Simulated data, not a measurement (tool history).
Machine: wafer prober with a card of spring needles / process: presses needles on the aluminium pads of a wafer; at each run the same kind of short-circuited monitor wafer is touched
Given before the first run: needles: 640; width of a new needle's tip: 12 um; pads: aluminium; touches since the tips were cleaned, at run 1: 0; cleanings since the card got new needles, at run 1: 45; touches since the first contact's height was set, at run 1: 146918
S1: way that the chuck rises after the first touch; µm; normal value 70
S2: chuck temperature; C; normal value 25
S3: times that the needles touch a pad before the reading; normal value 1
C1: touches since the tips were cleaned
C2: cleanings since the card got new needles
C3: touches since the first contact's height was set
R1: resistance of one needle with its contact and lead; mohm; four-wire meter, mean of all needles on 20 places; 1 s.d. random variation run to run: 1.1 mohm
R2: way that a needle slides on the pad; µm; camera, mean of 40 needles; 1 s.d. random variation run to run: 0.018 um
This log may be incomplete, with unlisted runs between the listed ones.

| run | hour | S1 | S2 | S3 | C1 | C2 | C3 | R1 | R2 |
|---|---|---|---|---|---|---|---|---|---|
| 1 | 0 | 70 | 25 | 1 | 0 | 45 | 146918 | 261 | 14.68 |
|  | 31.8 | tips cleaned on abrasive film |
| 2 | 41.9 | 70 | 25 | 1 | 2247 | 46 | 156197 | 264 | 14.68 |
|  | 66 | tips cleaned on abrasive film |
| 3 | 96.8 | 70 | 25 | 2 | 6846 | 47 | 168380 | 262 | 14.67 |
|  | 100.7 | tips cleaned on abrasive film |
| 4 | 125 | 70 | 25 | 2 | 5389 | 48 | 174604 | 262 | 14.68 |
|  | 134.1 | tips cleaned on abrasive film |
| 5 | 153.1 | 70 | 108 | 1 | 4215 | 49 | 180818 | 287 | 14.66 |
|  | 169.2 | tips cleaned on abrasive film |
|  | 204.2 | tips cleaned on abrasive film |
| 6 | 204.2 | 70 | 108 | 1 | 0 | 51 | 192134 | 286 | 14.66 |
|  | 236.2 | tips cleaned on abrasive film |
| 7 | 255.6 | 70 | 25 | 1 | 4302 | 52 | 203512 | 265 | 14.61 |
|  | 259.8 | height of the first contact set anew |
|  | 269.6 | tips cleaned on abrasive film |
| 8 | 295.1 | 84 | 25 | 1 | 5647 | 53 | 7809 | 263 | 17.65 |
|  | 302 | tips cleaned on abrasive film |
| 9 | 320.7 | 84 | 25 | 1 | 4146 | 54 | 13467 | 261 | 17.65 |
|  | 337.7 | tips cleaned on abrasive film |
|  | 369.3 | tips cleaned on abrasive film |
| 10 | 380.6 | 84 | 25 | 1 | 2508 | 56 | 26734 | 261 | 17.63 |
|  | 403 | tips cleaned on abrasive film |
| 11 | 433.8 | 84 | 25 | 1 | 6846 | 57 | 38533 | 262 | 17.66 |
|  | 439.2 | tips cleaned on abrasive film |
| 12 | 469.9 | 84 | 25 | 1 | 6810 | 58 | 46517 | 263 | 17.63 |
|  | 474.3 | tips cleaned on abrasive film |
|  | 506.7 | tips cleaned on abrasive film |
| 13 | 506.7 | 84 | 25 | 1 | 0 | 60 | 54643 | 261 | 17.64 |
|  | 539.9 | tips cleaned on abrasive film |
| 14 | 539.9 | 70 | 25 | 1 | 0 | 61 | 61990 | 264 | 14.65 |
|  | 574.1 | tips cleaned on abrasive film |
| 15 | 597.8 | 70 | 25 | 1 | 5266 | 62 | 74834 | 264 | 14.7 |
|  | 608.7 | tips cleaned on abrasive film |
| 16 | 631.9 | 70 | 88 | 2 | 5161 | 63 | 82388 | 282 | 14.7 |
|  | 641.4 | tips cleaned on abrasive film |
| 17 | 672.4 | 70 | 96 | 3 | 6906 | 64 | 91364 | 285 | 14.68 |
|  | 676.3 | tips cleaned on abrasive film |
|  | 711.1 | tips cleaned on abrasive film |
| 18 | 727.4 | 70 | 96 | 3 | 3600 | 66 | 103512 | 282 | 14.66 |
|  | 744.7 | tips cleaned on abrasive film |
| 19 | 767.1 | 65 | 102 | 2 | 4963 | 67 | 112309 | 285 | 13.67 |
|  | 779.6 | tips cleaned on abrasive film |
|  | 811.8 | tips cleaned on abrasive film |
| 20 | 819.3 | 65 | 122 | 2 | 1668 | 69 | 123854 | 291 | 13.65 |
|  | 847.9 | tips cleaned on abrasive film |
| 21 | 862 | 51 | 25 | 1 | 3128 | 70 | 133329 | 263 | 10.7 |
|  | 880.6 | tips cleaned on abrasive film |
| 22 | 901.5 | 72 | 25 | 2 | 4635 | 71 | 142061 | 265 | 15.1 |
|  | 916.5 | tips cleaned on abrasive film |
| 23 | 947.7 | 72 | 25 | 2 | 6925 | 72 | 152307 | 263 | 15.08 |
|  | 952.1 | tips cleaned on abrasive film |
|  | 985.1 | tips cleaned on abrasive film |
| 24 | 985.1 | 73 | 66 | 1 | 0 | 74 | 160571 | 273 | 15.35 |
|  | 1017.6 | tips cleaned on abrasive film |
| 25 | 1037.9 | 73 | 66 | 3 | 4514 | 75 | 172271 | 274 | 15.3 |
|  | 1049.3 | tips cleaned on abrasive film |
|  | 1085.3 | tips cleaned on abrasive film |
| 26 | 1097.3 | 68 | 64 | 2 | 2672 | 77 | 185429 | 273 | 14.25 |
|  | 1118.2 | tips cleaned on abrasive film |
|  | 1151.9 | tips cleaned on abrasive film |
| 27 | 1151.9 | 70 | 25 | 2 | 0 | 79 | 197502 | 261 | 14.66 |
|  | 1184 | tips cleaned on abrasive film |
|  | 1184.3 | height of the first contact set anew |
| 28 | 1188.7 | 53 | 25 | 1 | 980 | 80 | 980 | 262 | 11.11 |
|  | 1220.5 | tips cleaned on abrasive film |
| 29 | 1245 | 53 | 25 | 1 | 5457 | 81 | 13459 | 264 | 11.13 |

Below are 5 alternative next runs, each starting from the tool's condition after run 29. Predict each:
|  | 1252.7 | tips cleaned on abrasive film |
|  | 1289.2 | tips cleaned on abrasive film |
| A | 1296.9 | 70 | 25 | 1 | 1694 | 83 | 24925 | ? | ? |
|  | 1252.7 | tips cleaned on abrasive film |
|  | 1289.2 | tips cleaned on abrasive film |
| B | 1296.9 | 70 | 28 | 1 | 1694 | 83 | 24925 | ? | ? |
|  | 1252.7 | tips cleaned on abrasive film |
|  | 1289.2 | tips cleaned on abrasive film |
| C | 1296.9 | 53 | 28 | 2 | 1694 | 83 | 24925 | ? | ? |
|  | 1252.7 | tips cleaned on abrasive film |
|  | 1289.2 | tips cleaned on abrasive film |
| D | 1296.9 | 61 | 35 | 2 | 1694 | 83 | 24925 | ? | ? |
|  | 1252.7 | tips cleaned on abrasive film |
|  | 1289.2 | tips cleaned on abrasive film |
| E | 1296.9 | 67 | 75 | 2 | 1694 | 83 | 24925 | ? | ? |

| run | R1 | R2 |
|---|---|---|
| A | 264 | 14.69 |
| B | 262 | 14.68 |
| C | 266 | 11.09 |
| D | 263 | 12.79 |
| E | 277 | 14.04 |
With the hidden condition removed and each run's random variation left untouched, the same runs would have given:
| run | R1 | R2 |
|---|---|---|
| A | 263 | 14.69 |
| B | 262 | 14.68 |
| C | 266 | 11.09 |
| D | 263 | 12.8 |
| E | 277 | 14.04 |
